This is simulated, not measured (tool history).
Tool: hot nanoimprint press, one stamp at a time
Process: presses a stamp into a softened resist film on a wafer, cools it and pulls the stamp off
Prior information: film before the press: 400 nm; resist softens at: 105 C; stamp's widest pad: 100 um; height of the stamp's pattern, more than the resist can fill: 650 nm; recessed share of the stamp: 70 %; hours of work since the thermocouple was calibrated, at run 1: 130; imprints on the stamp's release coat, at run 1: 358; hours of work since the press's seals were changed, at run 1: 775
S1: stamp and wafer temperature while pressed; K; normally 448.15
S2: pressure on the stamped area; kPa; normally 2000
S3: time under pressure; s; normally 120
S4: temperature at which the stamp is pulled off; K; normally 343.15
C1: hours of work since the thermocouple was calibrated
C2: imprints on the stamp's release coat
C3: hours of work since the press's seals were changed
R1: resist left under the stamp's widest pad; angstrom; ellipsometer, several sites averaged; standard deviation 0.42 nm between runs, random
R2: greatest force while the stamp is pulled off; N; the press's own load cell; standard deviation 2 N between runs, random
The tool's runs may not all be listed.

Run 1, hour 0.0: usual settings; C1 130; C2 358; C3 775. Result: R1 1520 angstrom, R2 181 N.
Run 2, hour 28.8: usual settings; C1 145; C2 476; C3 791. Result: R1 1526 angstrom, R2 179 N.
Run 3, hour 55.4: usual settings but S4 351.15 K; C1 159; C2 585; C3 805. Result: R1 1525 angstrom, R2 172 N.
Run 4, hour 87.0: usual settings but S4 351.15 K; C1 176; C2 714; C3 822. Result: R1 1538 angstrom, R2 171 N.
Run 5, hour 112.2: usual settings; C1 189; C2 817; C3 835. Result: R1 1530 angstrom, R2 194 N.
Run 6, hour 128.1: usual settings; C1 198; C2 882; C3 844. Result: R1 1537 angstrom, R2 193 N.
Run 7, hour 144.6: usual settings; C1 207; C2 949; C3 853. Result: R1 1542 angstrom, R2 198 N.
Run 8, hour 171.1: usual settings; C1 221; C2 1057; C3 867. Result: R1 1539 angstrom, R2 199 N.
Run 9, hour 192.8: usual settings but S3 112 s; C1 233; C2 1146; C3 878. Result: R1 1593 angstrom, R2 203 N.
At hour 198.6: plate thermocouple calibrated.
Run 10, hour 220.4: usual settings; C1 12; C2 1246; C3 891. Result: R1 1562 angstrom, R2 204 N.
At hour 232.8: stamp cleaned and given a new release coat.
Run 11, hour 244.8: usual settings; C1 22; C2 50; C3 901. Result: R1 1577 angstrom, R2 172 N.
Run 12, hour 270.2: usual settings; C1 35; C2 153; C3 915. Result: R1 1569 angstrom, R2 171 N.
Run 13, hour 286.1: usual settings; C1 44; C2 218; C3 923. Result: R1 1568 angstrom, R2 175 N.
Run 14, hour 317.2: usual settings; C1 60; C2 345; C3 940. Result: R1 1579 angstrom, R2 178 N.
Run 15, hour 340.5: usual settings; C1 73; C2 440; C3 952. Result: R1 1582 angstrom, R2 183 N.
Run 16, hour 368.5: usual settings but S3 174 s; C1 88; C2 555; C3 967. Result: R1 1356 angstrom, R2 186 N.
At hour 378.7: plate thermocouple calibrated, once more.
Run 17, hour 393.9: usual settings but S4 338.15 K; C1 8; C2 646; C3 979. Result: R1 1522 angstrom, R2 193 N.
At hour 421.5: press's hydraulic seals changed and the load cell set to zero.
Run 18, hour 432.7: usual settings but S1 442.15 K, S2 2310 kPa, S3 197 s, S4 332.15 K; C1 25; C2 772; C3 6. Result: R1 1575 angstrom, R2 208 N.
Run 19, hour 466.3: usual settings but S1 442.15 K, S2 2310 kPa, S3 197 s, S4 332.15 K; C1 43; C2 909; C3 24. Result: R1 1577 angstrom, R2 211 N.
Run 20, hour 496.7: usual settings but S1 455.15 K, S2 2260 kPa, S3 197 s, S4 332.15 K; C1 59; C2 1033; C3 40. Result: R1 762 angstrom, R2 217 N.
Run 21, hour 512.8: usual settings but S1 452.15 K, S4 337.15 K; C1 67; C2 1099; C3 49. Result: R1 1187 angstrom, R2 207 N.
Run 22, hour 551.9: usual settings but S1 452.15 K, S4 337.15 K; C1 88; C2 1259; C3 70. Result: R1 1191 angstrom, R2 217 N.
At hour 562.1: stamp cleaned and given a new release coat.
Run 23, hour 581.2: usual settings but S1 455.15 K, S2 1480 kPa, S3 113 s; C1 101; C2 78; C3 82. Result: R1 1220 angstrom, R2 170 N.
Run 24, hour 620.0: usual settings but S1 455.15 K, S2 1480 kPa, S3 113 s; C1 121; C2 237; C3 103. Result: R1 1220 angstrom, R2 176 N.
Run 25, hour 646.3: usual settings but S1 455.15 K, S2 1480 kPa, S3 113 s; C1 136; C2 344; C3 117. Result: R1 1218 angstrom, R2 182 N.
Run 26, hour 665.3: usual settings but S1 457.15 K, S2 1610 kPa, S3 213 s, S4 338.15 K; C1 146; C2 421; C3 127. Result: R1 799 angstrom, R2 193 N.
Run 27, hour 695.0: usual settings but S1 444.15 K, S2 1210 kPa, S3 213 s, S4 338.15 K; C1 162; C2 543; C3 143. Result: R1 1845 angstrom, R2 193 N.
Run 28, hour 729.5: usual settings but S1 437.15 K, S2 1760 kPa, S3 101 s, S4 330.15 K; C1 180; C2 684; C3 161. Result: R1 2864 angstrom, R2 210 N.
Run 29, hour 763.4: usual settings but S2 1290 kPa; C1 198; C2 822; C3 180. Result: R1 1838 angstrom, R2 191 N.
Run 30, hour 794.4: usual settings but S2 1290 kPa; C1 215; C2 949; C3 196. Result: R1 1835 angstrom, R2 192 N.

Entry by entry between the runs, the difference in hidden state between the last listed run before and the first listed run after:
From run 9 to run 10: plate thermocouple calibrated (hour 198.6)
  true temperature over the reading, C: -0.57 -> -0.83; pressure that arrives at the usual setting, %: 93.19 -> 93.09; grip of the stamp's worn release coat, % over a new coat's: 17.8 -> 19.4
  what was measured, less what the result would be without the hidden state, R1: +97 -> +117 angstrom; R2: +31 -> +35 N
From run 10 to run 11: stamp cleaned and given a new release coat (hour 232.8)
  true temperature over the reading, C: -0.83 -> -0.84; pressure that arrives at the usual setting, %: 93.09 -> 93.02; grip of the stamp's worn release coat, % over a new coat's: 19.4 -> 0.8
  what was measured, less what the result would be without the hidden state, R1: +117 -> +120 angstrom; R2: +35 -> +3 N
From run 16 to run 17: plate thermocouple calibrated, once more (hour 378.7)
  true temperature over the reading, C: -0.98 -> -0.21; pressure that arrives at the usual setting, %: 92.49 -> 92.39; grip of the stamp's worn release coat, % over a new coat's: 8.5 -> 9.9
  what was measured, less what the result would be without the hidden state, R1: +121 -> +72 angstrom; R2: +16 -> +18 N
From run 17 to run 18: press's hydraulic seals changed and the load cell set to zero (hour 421.5)
  true temperature over the reading, C: -0.21 -> -0.25; pressure that arrives at the usual setting, %: 92.39 -> 100.16; grip of the stamp's worn release coat, % over a new coat's: 9.9 -> 11.8
  what was measured, less what the result would be without the hidden state, R1: +72 -> +21 angstrom; R2: +18 -> +23 N
From run 22 to run 23: stamp cleaned and given a new release coat (hour 562.1)
  true temperature over the reading, C: -0.37 -> -0.4; pressure that arrives at the usual setting, %: 99.65 -> 99.54; grip of the stamp's worn release coat, % over a new coat's: 19.6 -> 1.2
  what was measured, less what the result would be without the hidden state, R1: +26 -> +26 angstrom; R2: +36 -> +3 N
